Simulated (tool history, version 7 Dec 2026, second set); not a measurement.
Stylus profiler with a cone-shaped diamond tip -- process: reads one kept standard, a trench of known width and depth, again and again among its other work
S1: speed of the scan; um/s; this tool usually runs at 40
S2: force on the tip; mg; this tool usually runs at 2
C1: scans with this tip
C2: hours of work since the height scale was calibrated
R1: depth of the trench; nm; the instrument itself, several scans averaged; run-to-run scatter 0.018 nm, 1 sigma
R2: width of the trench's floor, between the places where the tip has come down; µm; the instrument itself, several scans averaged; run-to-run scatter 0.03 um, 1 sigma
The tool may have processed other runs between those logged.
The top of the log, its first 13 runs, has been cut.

run	hour	S1	S2	C1	C2	R1	R2
14	576.5	73	2	6817	58	101.66	27.87
15	623.7	73	2	7052	89	101.64	27.86
16	659.9	73	2	7234	112	101.67	27.89
# hour 687.3: height scale calibrated on a step standard, once more
17	700.2	73	2	7432	8	101.12	27.83
18	756.3	73	1.2	7713	44	100.8	27.75
19	783.7	78	2.07	7850	62	101.11	27.76
20	845.1	13	3.68	8157	102	101.67	28.34
21	905.9	14	3.2	8460	141	101.5	28.26
22	961.4	10	1.36	8738	177	100.88	28.32
23	1012.4	10	1.36	8993	209	100.89	28.24
24	1052.8	58	2.36	9195	235	101.31	27.98
25	1099.8	114	1.42	9430	266	100.94	27.37
26	1140.2	11	1.42	9632	292	100.98	28.27
27	1189.6	11	1.42	9878	324	100.98	28.23
28	1225.4	10	1.42	10057	347	100.97	28.24
29	1253.5	13	1.92	10198	365	101.19	28.25
30	1285	13	1.92	10355	385	101.19	28.24
31	1317.5	158	1.32	10518	406	100.93	26.89
32	1358.9	158	1.32	10725	433	100.97	26.94
33	1399.1	63	0.96	10925	459	100.84	27.67
34	1425.8	96	0.71	11059	476	100.71	27.15
35	1467.2	73	1.87	11266	502	101.18	27.78
36	1499.3	24	2	11426	523	101.27	28.14

Below are 5 alternative next runs, each starting from the tool's condition after run 36. Predict each:
A	1537	40	0.92	11614	547	?	?
B	1537	46	3.19	11614	547	?	?
C	1537	88	2.41	11614	547	?	?
D	1537	50	5.7	11614	547	?	?
E	1537	29	5.11	11614	547	?	?

run	R1	R2
A	100.86	27.83
B	101.69	28.04
C	101.39	27.72
D	102.4	28.1
E	102.2	28.17
Take away the tool's hidden state, keep each run's random variation, and the runs would have read:
run	R1	R2
A	100.67	28.14
B	101.49	28.35
C	101.2	28.03
D	102.2	28.41
E	102.01	28.48

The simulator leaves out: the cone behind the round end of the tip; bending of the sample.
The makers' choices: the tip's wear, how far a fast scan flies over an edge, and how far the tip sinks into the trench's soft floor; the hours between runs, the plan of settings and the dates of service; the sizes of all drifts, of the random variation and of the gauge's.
